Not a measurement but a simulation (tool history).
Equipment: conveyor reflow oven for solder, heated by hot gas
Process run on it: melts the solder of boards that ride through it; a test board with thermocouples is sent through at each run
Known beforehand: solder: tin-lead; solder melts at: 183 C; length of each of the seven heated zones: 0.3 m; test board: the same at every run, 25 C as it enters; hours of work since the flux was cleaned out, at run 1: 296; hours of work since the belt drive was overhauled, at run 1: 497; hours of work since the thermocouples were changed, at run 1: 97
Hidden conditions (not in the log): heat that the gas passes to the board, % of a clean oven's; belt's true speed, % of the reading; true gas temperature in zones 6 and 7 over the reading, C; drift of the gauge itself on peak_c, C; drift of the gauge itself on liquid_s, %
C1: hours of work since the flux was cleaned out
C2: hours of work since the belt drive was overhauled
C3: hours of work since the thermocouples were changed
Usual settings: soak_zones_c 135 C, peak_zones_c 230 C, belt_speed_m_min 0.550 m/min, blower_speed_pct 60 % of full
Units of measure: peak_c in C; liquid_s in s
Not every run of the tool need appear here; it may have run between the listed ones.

{"run": 1, "hour": 0.0, "soak_zones_c": 135, "peak_zones_c": 230, "belt_speed_m_min": 0.55, "blower_speed_pct": 60, "C1": 296, "C2": 497, "C3": 97, "peak_c": 212.91, "liquid_s": 45.82}
{"run": 2, "hour": 13.3, "soak_zones_c": 135, "peak_zones_c": 230, "belt_speed_m_min": 0.55, "blower_speed_pct": 60, "C1": 301, "C2": 502, "C3": 102, "peak_c": 213.03, "liquid_s": 45.88}
{"run": 3, "hour": 24.9, "soak_zones_c": 130, "peak_zones_c": 230, "belt_speed_m_min": 0.55, "blower_speed_pct": 60, "C1": 306, "C2": 507, "C3": 107, "peak_c": 212.01, "liquid_s": 43.57}
{"run": 4, "hour": 38.8, "soak_zones_c": 130, "peak_zones_c": 230, "belt_speed_m_min": 0.55, "blower_speed_pct": 60, "C1": 312, "C2": 513, "C3": 112, "peak_c": 212.16, "liquid_s": 43.53}
{"run": 5, "hour": 50.9, "soak_zones_c": 135, "peak_zones_c": 230, "belt_speed_m_min": 0.55, "blower_speed_pct": 60, "C1": 317, "C2": 518, "C3": 117, "peak_c": 212.95, "liquid_s": 45.83}
{"run": 6, "hour": 64.6, "soak_zones_c": 135, "peak_zones_c": 229, "belt_speed_m_min": 0.55, "blower_speed_pct": 60, "C1": 322, "C2": 523, "C3": 123, "peak_c": 212.2, "liquid_s": 45.12}
{"run": 7, "hour": 73.4, "soak_zones_c": 135, "peak_zones_c": 230, "belt_speed_m_min": 0.55, "blower_speed_pct": 60, "C1": 326, "C2": 527, "C3": 127, "peak_c": 212.91, "liquid_s": 45.75}
{"run": 8, "hour": 88.0, "soak_zones_c": 135, "peak_zones_c": 230, "belt_speed_m_min": 0.55, "blower_speed_pct": 60, "C1": 332, "C2": 533, "C3": 132, "peak_c": 213.0, "liquid_s": 45.58}
{"run": 9, "hour": 103.2, "soak_zones_c": 135, "peak_zones_c": 230, "belt_speed_m_min": 0.55, "blower_speed_pct": 60, "C1": 338, "C2": 539, "C3": 139, "peak_c": 213.02, "liquid_s": 45.69}
{"hour": 116.8, "done": "flux residue cleaned out of gas plates and filters"}
{"run": 10, "hour": 118.7, "soak_zones_c": 135, "peak_zones_c": 230, "belt_speed_m_min": 0.55, "blower_speed_pct": 60, "C1": 1, "C2": 543, "C3": 143, "peak_c": 214.98, "liquid_s": 47.51}
{"run": 11, "hour": 128.8, "soak_zones_c": 135, "peak_zones_c": 230, "belt_speed_m_min": 0.55, "blower_speed_pct": 60, "C1": 5, "C2": 547, "C3": 147, "peak_c": 214.97, "liquid_s": 47.68}
{"run": 12, "hour": 138.8, "soak_zones_c": 135, "peak_zones_c": 228, "belt_speed_m_min": 0.463, "blower_speed_pct": 60, "C1": 9, "C2": 551, "C3": 151, "peak_c": 217.85, "liquid_s": 60.16}
{"run": 13, "hour": 150.4, "soak_zones_c": 135, "peak_zones_c": 228, "belt_speed_m_min": 0.636, "blower_speed_pct": 60, "C1": 14, "C2": 556, "C3": 156, "peak_c": 208.58, "liquid_s": 35.76}
{"run": 14, "hour": 162.7, "soak_zones_c": 136, "peak_zones_c": 228, "belt_speed_m_min": 0.636, "blower_speed_pct": 60, "C1": 19, "C2": 561, "C3": 161, "peak_c": 208.75, "liquid_s": 36.05}

Run 15 has not been measured yet. What should we expect?
{"run": 15, "hour": 176.6, "soak_zones_c": 135, "peak_zones_c": 228, "belt_speed_m_min": 0.55, "blower_speed_pct": 65, "C1": 24, "C2": 567, "C3": 166, "peak_c": "?", "liquid_s": "?"}

peak_c: 214.09 C
liquid_s: 47.25 s
If the tool had no hidden condition, the same run with the same run-to-run variation would have returned peak_c 213.90 C, liquid_s 46.36 s.

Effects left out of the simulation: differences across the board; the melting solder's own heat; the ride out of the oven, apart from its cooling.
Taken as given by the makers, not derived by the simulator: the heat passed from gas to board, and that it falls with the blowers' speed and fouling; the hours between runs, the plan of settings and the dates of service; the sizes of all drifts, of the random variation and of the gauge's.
